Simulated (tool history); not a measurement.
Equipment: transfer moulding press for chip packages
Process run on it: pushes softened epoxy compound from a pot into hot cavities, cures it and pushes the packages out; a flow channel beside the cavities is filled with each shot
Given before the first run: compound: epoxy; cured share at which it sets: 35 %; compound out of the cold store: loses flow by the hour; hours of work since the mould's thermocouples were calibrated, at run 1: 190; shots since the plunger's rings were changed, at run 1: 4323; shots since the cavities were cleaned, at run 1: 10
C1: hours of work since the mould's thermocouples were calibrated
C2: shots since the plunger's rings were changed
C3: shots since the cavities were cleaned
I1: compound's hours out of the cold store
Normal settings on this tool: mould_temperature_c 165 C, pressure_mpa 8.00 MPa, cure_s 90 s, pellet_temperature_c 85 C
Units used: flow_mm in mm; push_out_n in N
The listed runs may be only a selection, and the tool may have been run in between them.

run 1 hour=0.0 | mould_temperature_c=165 pressure_mpa=8.00 cure_s=90 pellet_temperature_c=85 | C1=190 C2=4323 C3=10 | I1=46.1 | flow_mm=722 push_out_n=589
run 2 hour=9.4 | mould_temperature_c=165 pressure_mpa=8.00 cure_s=90 pellet_temperature_c=85 | C1=197 C2=4435 C3=122 | I1=28.2 | flow_mm=789 push_out_n=852
run 3 hour=23.9 | mould_temperature_c=165 pressure_mpa=8.00 cure_s=71 pellet_temperature_c=85 | C1=206 C2=4608 C3=295 | I1=38.8 | flow_mm=750 push_out_n=1639
run 4 hour=35.6 | mould_temperature_c=165 pressure_mpa=8.00 cure_s=90 pellet_temperature_c=77 | C1=214 C2=4747 C3=434 | I1=21.8 | flow_mm=809 push_out_n=1169
-- hour=41.4 plunger's sealing rings changed
run 5 hour=59.3 | mould_temperature_c=165 pressure_mpa=8.00 cure_s=90 pellet_temperature_c=77 | C1=228 C2=214 C3=688 | I1=15.8 | flow_mm=912 push_out_n=1215
-- hour=73.4 cavities cleaned with cleaning compound and waxed
run 6 hour=79.0 | mould_temperature_c=165 pressure_mpa=8.00 cure_s=90 pellet_temperature_c=77 | C1=240 C2=432 C3=68 | I1=32.2 | flow_mm=848 push_out_n=731
run 7 hour=99.8 | mould_temperature_c=171 pressure_mpa=8.23 cure_s=90 pellet_temperature_c=86 | C1=254 C2=679 C3=315 | I1=18.8 | flow_mm=887 push_out_n=809

Predict the results of run 8:
run 8 hour=115.8 | mould_temperature_c=171 pressure_mpa=8.23 cure_s=71 pellet_temperature_c=86 | C1=264 C2=870 C3=506 | I1=39.3 | flow_mm=? push_out_n=?

Run 8 came out at flow_mm 797 mm, push_out_n 1197 N.
The same run, on a tool lacking any hidden state, would have yielded flow_mm 813 mm, push_out_n 639 N.
